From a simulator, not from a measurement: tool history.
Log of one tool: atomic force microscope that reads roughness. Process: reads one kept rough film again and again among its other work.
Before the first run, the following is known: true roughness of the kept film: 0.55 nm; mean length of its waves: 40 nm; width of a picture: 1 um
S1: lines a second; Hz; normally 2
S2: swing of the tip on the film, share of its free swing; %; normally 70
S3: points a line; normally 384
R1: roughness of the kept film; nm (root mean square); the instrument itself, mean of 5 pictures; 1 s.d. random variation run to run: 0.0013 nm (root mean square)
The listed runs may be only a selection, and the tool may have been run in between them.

Run 1, hour 0: usual settings. Result: R1 0.518 nm (root mean square).
At hour 29.6: new tip fitted.
Run 2, hour 33.7: usual settings but S1 3.68 Hz. Result: R1 0.508 nm (root mean square).
Run 3, hour 81.1: usual settings. Result: R1 0.516 nm (root mean square).
At hour 97.2: new tip fitted.
Run 4, hour 110.4: usual settings. Result: R1 0.522 nm (root mean square).
At hour 165.1: new tip fitted.
Run 5, hour 168.9: usual settings. Result: R1 0.524 nm (root mean square).
Run 6, hour 201.8: usual settings but S3 298. Result: R1 0.516 nm (root mean square).
At hour 234.9: new tip fitted.
Run 7, hour 243.6: usual settings but S3 298. Result: R1 0.522 nm (root mean square).
Run 8, hour 287.3: usual settings but S3 298. Result: R1 0.515 nm (root mean square).
At hour 303.9: new tip fitted.
Run 9, hour 335.5: usual settings. Result: R1 0.519 nm (root mean square).
Run 10, hour 362.9: usual settings. Result: R1 0.514 nm (root mean square).
At hour 374.2: new tip fitted.
Run 11, hour 416.6: usual settings. Result: R1 0.517 nm (root mean square).
At hour 444.1: new tip fitted.
Run 12, hour 457.6: usual settings. Result: R1 0.523 nm (root mean square).
Run 13, hour 494.7: usual settings. Result: R1 0.513 nm (root mean square).
At hour 514.3: new tip fitted.
Run 14, hour 519.9: usual settings. Result: R1 0.52 nm (root mean square).
Run 15, hour 546.3: usual settings. Result: R1 0.516 nm (root mean square).
Run 16, hour 572.7: usual settings but S1 0.78 Hz. Result: R1 0.524 nm (root mean square).
At hour 584.2: new tip fitted.
Run 17, hour 609.3: usual settings but S1 1.94 Hz. Result: R1 0.521 nm (root mean square).
Run 18, hour 633.4: usual settings but S1 1.94 Hz. Result: R1 0.515 nm (root mean square).
At hour 654.3: new tip fitted.
Run 19, hour 690.3: usual settings but S1 1.94 Hz. Result: R1 0.521 nm (root mean square).
At hour 722.5: new tip fitted.
Run 20, hour 727.9: usual settings but S1 1.94 Hz. Result: R1 0.523 nm (root mean square).
Run 21, hour 756.8: usual settings. Result: R1 0.519 nm (root mean square).
At hour 791.4: new tip fitted.
Run 22, hour 796.9: usual settings. Result: R1 0.521 nm (root mean square).
Run 23, hour 848.4: usual settings. Result: R1 0.513 nm (root mean square).
At hour 861.8: new tip fitted.
Run 24, hour 903.6: usual settings but S1 0.96 Hz, S2 57 %, S3 643. Result: R1 0.531 nm (root mean square).
At hour 929.8: new tip fitted.
Run 25, hour 938.4: usual settings but S1 0.99 Hz. Result: R1 0.528 nm (root mean square).
Run 26, hour 986.9: usual settings but S1 1.1 Hz, S3 655. Result: R1 0.523 nm (root mean square).
At hour 998.8: new tip fitted.
Run 27, hour 1027: usual settings but S1 1.1 Hz, S3 655. Result: R1 0.53 nm (root mean square).
At hour 1068.4: new tip fitted.
Run 28, hour 1083.9: usual settings but S1 1.1 Hz, S3 655. Result: R1 0.532 nm (root mean square).
Run 29, hour 1128.2: usual settings but S1 1.1 Hz, S3 655. Result: R1 0.52 nm (root mean square).
At hour 1136.2: new tip fitted.
Run 30, hour 1181.6: usual settings but S1 1.1 Hz, S3 655. Result: R1 0.526 nm (root mean square).

Forecast run 31:
At hour 1207.9: new tip fitted.
Run 31, hour 1239.5: usual settings but S1 1.1 Hz, S3 655. Result: R1 ?.

R1: 0.527 nm (root mean square)
Minus the tool's unlogged condition, the same run would have read R1 0.536 nm (root mean square).

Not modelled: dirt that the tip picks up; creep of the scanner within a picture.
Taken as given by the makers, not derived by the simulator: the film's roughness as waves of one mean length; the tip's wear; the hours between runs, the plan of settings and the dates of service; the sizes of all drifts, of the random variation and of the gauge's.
